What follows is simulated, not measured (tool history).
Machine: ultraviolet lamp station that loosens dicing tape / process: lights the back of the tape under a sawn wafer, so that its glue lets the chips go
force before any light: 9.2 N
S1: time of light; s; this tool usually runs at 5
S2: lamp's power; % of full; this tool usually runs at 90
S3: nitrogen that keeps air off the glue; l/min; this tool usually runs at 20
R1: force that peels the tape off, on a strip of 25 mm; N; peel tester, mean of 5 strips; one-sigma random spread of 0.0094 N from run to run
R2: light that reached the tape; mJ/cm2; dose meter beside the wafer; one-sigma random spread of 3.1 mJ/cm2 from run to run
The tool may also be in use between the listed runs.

run,hour,S1,S2,S3,R1,R2
1,0,5,90,20,0.521,404
2,28.9,5,90,20,0.561,404
3,44.4,5,90,20,0.53,402
4,71.4,5,90,20,0.536,405
5,98.8,5,64,20,1.049,283
6,122.2,5,90,20,0.557,397
7,148.7,5,90,20,0.579,396
8,167.5,5,90,20,0.579,395
9,194.5,5,90,20,0.561,388
10,209.3,5,90,39,0.377,385
11,233.9,5,90,20,0.598,382
12,256.1,5,70,20,0.961,302
13,274,5,70,20,0.977,294
# hour 277: window cleaned of glue's vapour
14,290.2,6,90,20,0.432,456
15,318.6,6,90,20,0.437,452
# hour 321.4: window cleaned of glue's vapour, once more
16,340.6,4,66,19,1.553,236
17,361.7,4,64,12,2.089,231
18,385.9,3,90,23,1.272,242
19,412.4,6,97,23,0.329,514
20,424.5,6,97,23,0.328,508
21,437.2,6,97,23,0.332,511
22,461.8,6,97,23,0.317,507
23,484.9,6,73,16,0.722,382
24,498.7,5,93,16,0.63,409
25,518.1,2,72,13,3.996,121
26,539,2,79,10,4.228,132
27,560.9,2,79,11,4.124,137
28,577.1,7,90,15,0.402,538

5 options for the next run, each taken on its own from the tool as it stands now. Forecast them:
A,591.5,5,97,20,?,?
B,591.5,9,79,15,?,?
C,591.5,3,90,15,?,?
D,591.5,6,90,11,?,?
E,591.5,7,69,15,?,?

run,R1,R2
A,0.498,413
B,0.335,604
C,1.841,229
D,0.682,467
E,0.682,413
The same runs, with their run-to-run variation unchanged, on a tool lacking any hidden condition would have given:
run,R1,R2
A,0.34,511
B,0.267,748
C,1.303,283
D,0.451,577
E,0.453,511
